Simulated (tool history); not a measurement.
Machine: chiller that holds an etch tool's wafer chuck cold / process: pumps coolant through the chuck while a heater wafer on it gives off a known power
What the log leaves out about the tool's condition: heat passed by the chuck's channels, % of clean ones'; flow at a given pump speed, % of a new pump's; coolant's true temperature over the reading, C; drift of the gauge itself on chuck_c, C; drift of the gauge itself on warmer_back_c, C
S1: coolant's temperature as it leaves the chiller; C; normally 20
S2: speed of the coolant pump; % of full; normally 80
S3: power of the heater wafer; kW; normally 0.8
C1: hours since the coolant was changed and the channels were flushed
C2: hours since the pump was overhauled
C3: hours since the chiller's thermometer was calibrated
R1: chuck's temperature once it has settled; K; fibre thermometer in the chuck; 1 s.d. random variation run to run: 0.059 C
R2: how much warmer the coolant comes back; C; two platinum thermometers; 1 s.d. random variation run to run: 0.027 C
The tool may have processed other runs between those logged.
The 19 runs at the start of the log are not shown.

run 20 hour=768.1 | S1=21 S2=66 S3=0.462 | C1=4552 C2=2037 C3=105 | R1=297.7 R2=1.32
run 21 hour=793.8 | S1=20 S2=80 S3=0.815 | C1=4578 C2=2062 C3=130 | R1=298.8 R2=1.9
run 22 hour=840.4 | S1=14 S2=87 S3=1.107 | C1=4624 C2=2109 C3=177 | R1=294.72 R2=2.32
run 23 hour=884 | S1=14 S2=72 S3=0.871 | C1=4668 C2=2152 C3=221 | R1=293.74 R2=2.27
run 24 hour=930.3 | S1=14 S2=80 S3=0.615 | C1=4714 C2=2199 C3=267 | R1=291.48 R2=1.42
run 25 hour=963.7 | S1=18 S2=73 S3=0.606 | C1=4748 C2=2232 C3=300 | R1=295.6 R2=1.53
-- hour=1016 chiller's thermometer calibrated, once more
run 26 hour=1018.6 | S1=29 S2=98 S3=0.8 | C1=4802 C2=2286 C3=3 | R1=307.4 R2=1.49
run 27 hour=1067.1 | S1=29 S2=98 S3=0.8 | C1=4850 C2=2335 C3=51 | R1=307.33 R2=1.45
run 28 hour=1122.3 | S1=29 S2=65 S3=0.8 | C1=4905 C2=2390 C3=106 | R1=308.83 R2=2.29
run 29 hour=1148.6 | S1=12 S2=78 S3=0.975 | C1=4931 C2=2416 C3=133 | R1=292.41 R2=2.28
run 30 hour=1203.1 | S1=22 S2=75 S3=0.975 | C1=4986 C2=2471 C3=187 | R1=302.81 R2=2.39
run 31 hour=1249.1 | S1=14 S2=69 S3=0.975 | C1=5032 C2=2517 C3=233 | R1=295.03 R2=2.64

4 ways to go on from here, each from the tool as it stands after run 31. What would each give?
run A hour=1304.2 | S1=12 S2=62 S3=0.546 | C1=5087 C2=2572 C3=288 | R1=? R2=?
run B hour=1304.2 | S1=26 S2=88 S3=1.181 | C1=5087 C2=2572 C3=288 | R1=? R2=?
run C hour=1304.2 | S1=13 S2=72 S3=0.973 | C1=5087 C2=2572 C3=288 | R1=? R2=?
run D hour=1304.2 | S1=11 S2=80 S3=0.961 | C1=5087 C2=2572 C3=288 | R1=? R2=?

run=A R1=289.87 R2=1.67
run=B R1=307.49 R2=2.45
run=C R1=293.83 R2=2.5
run=D R1=291.36 R2=2.19
Take away the tool's hidden state, keep each run's random variation, and the runs would have read:
run=A R1=289.53 R2=1.59
run=B R1=306.84 R2=2.34
run=C R1=293.23 R2=2.39
run=D R1=290.81 R2=2.09
